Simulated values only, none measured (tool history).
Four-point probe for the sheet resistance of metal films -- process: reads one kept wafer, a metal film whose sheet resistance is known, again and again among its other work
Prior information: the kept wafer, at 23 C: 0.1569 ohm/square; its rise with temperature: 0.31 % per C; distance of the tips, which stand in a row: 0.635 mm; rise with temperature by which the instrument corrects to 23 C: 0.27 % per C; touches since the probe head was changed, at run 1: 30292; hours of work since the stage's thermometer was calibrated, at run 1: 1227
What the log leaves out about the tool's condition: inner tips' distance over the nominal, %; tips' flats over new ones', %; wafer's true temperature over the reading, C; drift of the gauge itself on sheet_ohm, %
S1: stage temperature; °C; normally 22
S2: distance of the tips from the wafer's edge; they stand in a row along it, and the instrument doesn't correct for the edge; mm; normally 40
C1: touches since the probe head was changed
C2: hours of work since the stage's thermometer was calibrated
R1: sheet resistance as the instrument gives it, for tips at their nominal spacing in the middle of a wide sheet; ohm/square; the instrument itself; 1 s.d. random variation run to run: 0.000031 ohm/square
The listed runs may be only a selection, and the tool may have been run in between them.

Run 1, hour 0: usual settings; C1 30292; C2 1227. Result: R1 0.157796 ohm/square.
Run 2, hour 66: usual settings but S1 19 °C; C1 31577; C2 1275. Result: R1 0.157545 ohm/square.
Run 3, hour 147: usual settings but S1 19 °C; C1 33155; C2 1335. Result: R1 0.157616 ohm/square.
Run 4, hour 232.5: usual settings but S2 5 mm; C1 34821; C2 1398. Result: R1 0.159247 ohm/square.
Run 5, hour 288.5: usual settings but S2 65 mm; C1 35913; C2 1439. Result: R1 0.157894 ohm/square.
At hour 360.3: stage's thermometer calibrated.
Run 6, hour 383.7: usual settings; C1 37758; C2 17. Result: R1 0.157645 ohm/square.
Run 7, hour 435.8: usual settings; C1 38771; C2 56. Result: R1 0.157611 ohm/square.
Run 8, hour 491: usual settings; C1 39848; C2 96. Result: R1 0.157638 ohm/square.
Run 9, hour 546.2: usual settings; C1 40922; C2 137. Result: R1 0.157697 ohm/square.
Run 10, hour 609: usual settings but S1 26 °C; C1 42146; C2 183. Result: R1 0.157941 ohm/square.
Run 11, hour 702.9: usual settings; C1 43976; C2 252. Result: R1 0.157815 ohm/square.
Run 12, hour 769.3: usual settings; C1 45269; C2 301. Result: R1 0.157848 ohm/square.
Run 13, hour 843.7: usual settings; C1 46718; C2 356. Result: R1 0.157856 ohm/square.
Run 14, hour 935.3: usual settings; C1 48502; C2 423. Result: R1 0.157923 ohm/square.
Run 15, hour 980: usual settings; C1 49374; C2 456. Result: R1 0.157868 ohm/square.
Run 16, hour 1077.2: usual settings; C1 51266; C2 528. Result: R1 0.157904 ohm/square.
Run 17, hour 1173: usual settings; C1 53134; C2 598. Result: R1 0.158048 ohm/square.
Run 18, hour 1219.5: usual settings; C1 54039; C2 632. Result: R1 0.158052 ohm/square.
Run 19, hour 1278.3: usual settings but S1 27 °C; C1 55185; C2 676. Result: R1 0.158414 ohm/square.
Run 20, hour 1328: usual settings but S1 27 °C, S2 21 mm; C1 56152; C2 712. Result: R1 0.158416 ohm/square.
Run 21, hour 1406: usual settings but S1 18 °C, S2 29 mm; C1 57671; C2 770. Result: R1 0.157942 ohm/square.
Run 22, hour 1460.9: usual settings but S1 30 °C, S2 23 mm; C1 58741; C2 810. Result: R1 0.158633 ohm/square.
Run 23, hour 1550.6: usual settings but S1 32 °C, S2 3 mm; C1 60489; C2 876. Result: R1 0.16246 ohm/square.
Run 24, hour 1640.4: usual settings but S1 32 °C, S2 68 mm; C1 62238; C2 942. Result: R1 0.158793 ohm/square.
Run 25, hour 1696.3: usual settings but S1 31 °C, S2 11 mm; C1 63327; C2 983. Result: R1 0.159031 ohm/square.
Run 26, hour 1752.2: usual settings but S1 31 °C, S2 11 mm; C1 64416; C2 1024. Result: R1 0.159059 ohm/square.
Run 27, hour 1809.9: usual settings but S1 20 °C, S2 9 mm; C1 65541; C2 1067. Result: R1 0.158604 ohm/square.
Run 28, hour 1892.2: usual settings but S1 20 °C, S2 9 mm; C1 67144; C2 1127. Result: R1 0.158712 ohm/square.
Run 29, hour 1935.3: usual settings but S1 20 °C, S2 7 mm; C1 67983; C2 1159. Result: R1 0.158973 ohm/square.
Run 30, hour 1987: usual settings but S1 20 °C, S2 7 mm; C1 68992; C2 1197. Result: R1 0.159023 ohm/square.
Run 31, hour 2038.4: usual settings but S1 23 °C, S2 7 mm; C1 69991; C2 1235. Result: R1 0.159151 ohm/square.
Run 32, hour 2102: usual settings but S1 23 °C, S2 7 mm; C1 71232; C2 1282. Result: R1 0.159215 ohm/square.
Run 33, hour 2194.8: usual settings but S1 23 °C, S2 7 mm; C1 73039; C2 1350. Result: R1 0.159218 ohm/square.
Run 34, hour 2278.2: usual settings but S1 24 °C, S2 7 mm; C1 74663; C2 1412. Result: R1 0.159327 ohm/square.
Run 35, hour 2346.2: usual settings but S1 24 °C, S2 7 mm; C1 75989; C2 1462. Result: R1 0.159399 ohm/square.
At hour 2381.6: stage's thermometer calibrated.
Run 36, hour 2432.6: usual settings but S1 23 °C, S2 7 mm; C1 77661; C2 38. Result: R1 0.159194 ohm/square.
Run 37, hour 2514.3: usual settings but S1 23 °C, S2 7 mm; C1 79253; C2 98. Result: R1 0.159232 ohm/square.

Alternative continuations, all from the tool just after run 37; predict every row:
Run A, hour 2595.6: usual settings but S1 30 °C, S2 41 mm; C1 80837; C2 158. Result: R1 ?.
Run B, hour 2595.6: usual settings but S1 20 °C; C1 80837; C2 158. Result: R1 ?.
Run C, hour 2595.6: usual settings but S1 23 °C, S2 3 mm; C1 80837; C2 158. Result: R1 ?.
Run D, hour 2595.6: usual settings but S1 32 °C, S2 9 mm; C1 80837; C2 158. Result: R1 ?.

run        R1
  A  0.158975
  B  0.158436
  C  0.162384
  D  0.159514
What these runs would have given with no unlogged condition in the tool:
run        R1
  A  0.157279
  B  0.156745
  C  0.160653
  D  0.157813
